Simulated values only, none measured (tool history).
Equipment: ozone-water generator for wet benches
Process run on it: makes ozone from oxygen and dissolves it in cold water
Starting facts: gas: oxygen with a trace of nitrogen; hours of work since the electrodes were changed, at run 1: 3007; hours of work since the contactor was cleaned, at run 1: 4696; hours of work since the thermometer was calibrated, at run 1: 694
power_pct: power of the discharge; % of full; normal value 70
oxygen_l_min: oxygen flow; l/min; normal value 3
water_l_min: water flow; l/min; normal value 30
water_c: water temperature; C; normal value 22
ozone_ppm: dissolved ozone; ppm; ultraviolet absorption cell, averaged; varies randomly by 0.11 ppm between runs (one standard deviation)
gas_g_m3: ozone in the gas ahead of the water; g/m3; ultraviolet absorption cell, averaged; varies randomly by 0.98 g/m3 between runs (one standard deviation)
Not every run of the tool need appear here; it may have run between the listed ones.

run,hour,power_pct,oxygen_l_min,water_l_min,water_c,hours of work since the electrodes were changed,hours of work since the contactor was cleaned,hours of work since the thermometer was calibrated,ozone_ppm,gas_g_m3
1,0,70,3,30,22,3007,4696,694,9.1,168.8
2,101,70,3,30,22,3069,4757,755,9.1,169.4
3,162.8,70,2.62,30,22,3106,4795,793,8.9,177.8
4,227.9,70,2.62,30,22,3146,4834,832,8.6,179.8
5,294.9,70,2.62,30,22,3187,4875,873,8.7,177.5
6,418.8,70,1.82,30,22,3262,4950,948,7.5,209.1
7,523.2,70,1.82,30,22,3325,5014,1012,7.5,208.7
8,664.2,70,3,30,22,3411,5100,1098,9.2,171.3
9,797.2,52,3,30,22,3492,5181,1179,7.6,145.1
10,925.7,52,3,30,22,3570,5259,1257,7.7,145.1
11,1064.1,52,3,30,22,3654,5343,1341,7.9,146.7
12,1188.8,52,3,30,22,3730,5419,1417,7.8,146.4
13,1280.3,70,3,30,22,3786,5474,1472,9.3,172.3
14,1406.4,70,2.98,30,22,3863,5551,1549,9.3,173.2
15,1468.7,70,3,30,22,3901,5589,1587,9.1,172.7
# hour 1494.2: gauge calibrated
16,1555,70,3,30,22,3953,5642,1640,9.2,168.5
17,1653.7,58,3,30,18,4013,5702,1700,8.5,152.6
18,1800.5,58,3,30,18,4103,5791,1789,8.4,151.9
19,1900.2,75,3,30,27,4163,5852,1850,9.2,176.3
# hour 1968.8: contactor cleaned
20,2002,75,3,30,27,4223,20,1909,9.1,175.3
21,2116.2,55,2.05,26,16,4292,90,1979,8.3,173.6
22,2241.6,55,2.05,26,16,4368,166,2055,8.5,174.4
23,2374.3,55,3.45,37,19,4449,247,2136,7,142.4
24,2466,55,3.45,37,19,4505,303,2191,7.1,140.7
25,2597.2,73,1.71,30,22,4585,382,2271,7.8,222.2
26,2661,73,2.81,44,22,4624,421,2310,6.3,180.9
27,2772.6,73,2.81,44,22,4692,489,2378,6.6,180.6
28,2863.2,73,3.73,44,21,4747,544,2433,7.2,161.8
29,2931.2,51,3,37,22,4788,586,2474,6.4,143.7
30,3023,51,3,37,22,4844,641,2530,6.4,145.6
31,3096.6,90,3,30,25,4889,686,2575,10.4,199.8
# hour 3109.1: gauge calibrated
32,3213,90,2.9,30,21,4959,757,2646,10.5,197.7

Measured minus without-hidden-state, run by run (identical run-to-run variation in each term; gauge scatter may differ):
Hidden conditions of the tool in this case: yield of the discharge, % of new electrodes'; contactor's efficiency, % of a clean one's; true water temperature over the reading, C; drift of the gauge itself on ozone_ppm, %; drift of the gauge itself on gas_g_m3, %.
run,gas_g_m3
1,-0.2
2,+0.2
3,+0.4
4,+0.6
5,+0.9
6,+1.6
7,+1.9
8,+2.1
9,+2.1
10,+2.5
11,+2.9
12,+3.3
13,+4.1
14,+4.5
15,+4.6
16,+0
17,+0.3
18,+0.7
19,+1.2
20,+1.5
21,+1.9
22,+2.3
23,+2.3
24,+2.5
25,+4.4
26,+3.8
27,+4.3
28,+4
29,+3.8
30,+4.1
31,+5.8
32,+0.1
ozone_ppm: differs from the measured result by no more than 0.1 ppm in any run.
